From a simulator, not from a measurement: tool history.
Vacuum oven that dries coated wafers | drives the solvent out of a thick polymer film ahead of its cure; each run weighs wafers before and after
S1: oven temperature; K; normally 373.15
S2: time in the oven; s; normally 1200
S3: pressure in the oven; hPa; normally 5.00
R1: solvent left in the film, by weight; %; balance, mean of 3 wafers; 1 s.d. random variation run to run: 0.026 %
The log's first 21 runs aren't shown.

run    hour      S1    S2     S3    R1
 22   989.0  373.15   780   5.00  6.92
 23  1033.0  373.15   780   5.00  6.84
 24  1091.9  373.15   660   5.28  7.75
     1112.3  -- vacuum gauge cleaned of residue and calibrated
 25  1157.3  373.15   660   5.28  7.15
 26  1205.9  373.15   660   5.28  7.10
 27  1266.9  373.15   660   5.28  7.10
 28  1309.5  373.15  2160   5.28  1.74
 29  1340.5  380.15  1200  18.44  3.50
 30  1395.7  380.15  1200  18.44  3.53
 31  1444.6  380.15  1200  18.44  3.53
 32  1476.3  369.15  1080  16.49  6.83
 33  1547.3  381.15  1200   8.72  2.39
 34  1596.1  364.15  1200   5.00  6.61
 35  1658.9  364.15   840   5.00  8.38
 36  1688.6  358.15   960   7.34  9.64
 37  1724.8  385.15  1200   4.21  1.40
 38  1780.4  385.15   660   6.04  3.71
 39  1842.4  359.15  1740   3.31  5.94
 40  1912.2  381.15  1200  17.44  3.17
 41  1975.8  381.15  2100  17.44  2.05
 42  2044.5  366.15  2100  17.44  4.95
 43  2076.6  373.15  1980   5.16  1.95
 44  2107.1  373.15  1980   5.16  2.01
 45  2175.1  373.15  1980   5.16  1.98
 46  2207.4  373.15  1980   5.16  1.98

Branching from run 46: 3 alternative next runs. What would each branch give?
  A  2276.0  373.15  1200   8.22   ?
  B  2276.0  385.15   840  13.07   ?
  C  2276.0  373.15   720   5.16   ?

run    R1
  A  4.12
  B  3.10
  C  6.36
Stripped of hidden state, with their random variation kept, the same runs would have yielded:
run    R1
  A  4.70
  B  3.62
  C  7.03
